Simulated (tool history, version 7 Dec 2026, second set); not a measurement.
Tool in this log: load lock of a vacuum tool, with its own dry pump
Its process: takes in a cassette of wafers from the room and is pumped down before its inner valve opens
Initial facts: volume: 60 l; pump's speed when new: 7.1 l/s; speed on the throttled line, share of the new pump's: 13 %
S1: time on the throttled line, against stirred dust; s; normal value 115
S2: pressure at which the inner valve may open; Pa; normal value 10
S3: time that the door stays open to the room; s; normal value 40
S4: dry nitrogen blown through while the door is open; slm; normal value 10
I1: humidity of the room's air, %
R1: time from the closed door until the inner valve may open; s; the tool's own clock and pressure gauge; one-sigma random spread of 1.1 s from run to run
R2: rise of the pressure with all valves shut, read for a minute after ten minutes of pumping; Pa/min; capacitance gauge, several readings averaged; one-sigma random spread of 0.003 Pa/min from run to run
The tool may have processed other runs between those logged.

run    hour   S1  S2   S3  S4    I1     R1     R2
  1       0  115  10   40  10  45.6  181.1  0.045
  2    89.6  115  10   40  10  41.9  182.3  0.045
  3   155.6  115  10   40  10    46  181.5  0.044
  4   235.6  115  10   40   5  44.8  181.9  0.048
  5   286.6  115  10   40   5  47.7  181.2  0.056
  6   363.8  115  10   40   5  45.4    183  0.059
  7   445.8  115  10   40   5  45.3  181.5  0.058
  8     529  115   8   40  10  46.1  182.7  0.045
  9   590.8  115   8   91  10  45.8    184  0.074
 10   692.8  115   8   40  10  47.5  183.9  0.054
 11   736.6  158   8   40  10  47.6  218.6  0.053
 12     813  158  18   40  10  44.7  212.2  0.055
 13   876.9  158  18   40  10  44.9  213.3  0.045
 14   950.3  158  18   40  10  44.1  211.3  0.052
 15   993.2   64  10  180  10  41.9    138  0.104
 16  1054.8  115  10   26  10  42.3  182.3  0.048
 17  1119.6  115  10   26  10  45.5  181.3  0.047

Run 18 is up next; what results do you expect?
 18  1213.9  115  19  40  10  43.6   ?   ?

R1: 176.7 s
R2: 0.059 Pa/min
Were there no unlogged condition in the tool, this run, its random variation unchanged, would have produced R1 173.9 s, R2 0.034 Pa/min.
